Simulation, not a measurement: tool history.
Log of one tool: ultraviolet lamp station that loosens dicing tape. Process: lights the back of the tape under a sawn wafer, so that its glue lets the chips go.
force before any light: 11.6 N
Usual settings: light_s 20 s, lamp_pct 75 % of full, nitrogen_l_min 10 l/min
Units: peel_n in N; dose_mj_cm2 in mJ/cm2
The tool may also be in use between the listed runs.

| run | hour | light_s | lamp_pct | nitrogen_l_min | peel_n | dose_mj_cm2 |
|---|---|---|---|---|---|---|
| 1 | 0 | 20 | 75 | 10 | 1.415 | 288 |
| 2 | 18.9 | 20 | 75 | 10 | 1.469 | 280 |
| 3 | 30.6 | 20 | 75 | 10 | 1.496 | 279 |
| 4 | 40.3 | 20 | 62 | 10 | 2.178 | 232 |
| 5 | 57 | 20 | 62 | 10 | 2.14 | 231 |
| 6 | 69.3 | 21 | 62 | 10 | 2.092 | 241 |
| 7 | 85 | 21 | 62 | 10 | 2.062 | 229 |
| 8 | 106.7 | 19 | 75 | 10 | 1.847 | 248 |
| 9 | 125.5 | 20 | 90 | 10 | 1.232 | 316 |
| 10 | 140.7 | 20 | 75 | 10 | 1.727 | 253 |
| 11 | 162.2 | 20 | 75 | 10 | 1.828 | 254 |
| 12 | 177.4 | 20 | 75 | 10 | 1.83 | 250 |
| 13 | 188.3 | 28 | 75 | 10 | 0.94 | 346 |
|  | 192.6 | window cleaned of glue's vapour |
| 14 | 205.1 | 28 | 75 | 10 | 0.676 | 400 |
| 15 | 219.9 | 28 | 75 | 10 | 0.688 | 399 |
| 16 | 241.9 | 20 | 95 | 10 | 0.904 | 355 |
| 17 | 257.1 | 14 | 75 | 4 | 3.865 | 195 |
| 18 | 278.1 | 12 | 82 | 4 | 3.996 | 179 |
| 19 | 296.1 | 11 | 76 | 9 | 3.867 | 152 |
| 20 | 314.1 | 11 | 76 | 9 | 3.894 | 145 |
| 21 | 335.8 | 40 | 84 | 10 | 0.292 | 583 |
| 22 | 345.8 | 14 | 89 | 10 | 2.301 | 215 |
| 23 | 365 | 19 | 90 | 3 | 2.511 | 291 |

5 ways to go on from here, each from the tool as it stands after run 23. What would each give?
| A | 383.8 | 16 | 90 | 3 | ? | ? |
| B | 383.8 | 25 | 96 | 4 | ? | ? |
| C | 383.8 | 19 | 90 | 16 | ? | ? |
| D | 383.8 | 19 | 97 | 9 | ? | ? |
| E | 383.8 | 19 | 61 | 3 | ? | ? |

| run | peel_n | dose_mj_cm2 |
|---|---|---|
| A | 3.29 | 239 |
| B | 1.289 | 402 |
| C | 1.13 | 284 |
| D | 1.27 | 311 |
| E | 4.113 | 195 |
Without the tool's hidden state the same runs would have given:
| run | peel_n | dose_mj_cm2 |
|---|---|---|
| A | 1.771 | 363 |
| B | 0.509 | 609 |
| C | 0.447 | 430 |
| D | 0.506 | 471 |
| E | 2.466 | 294 |
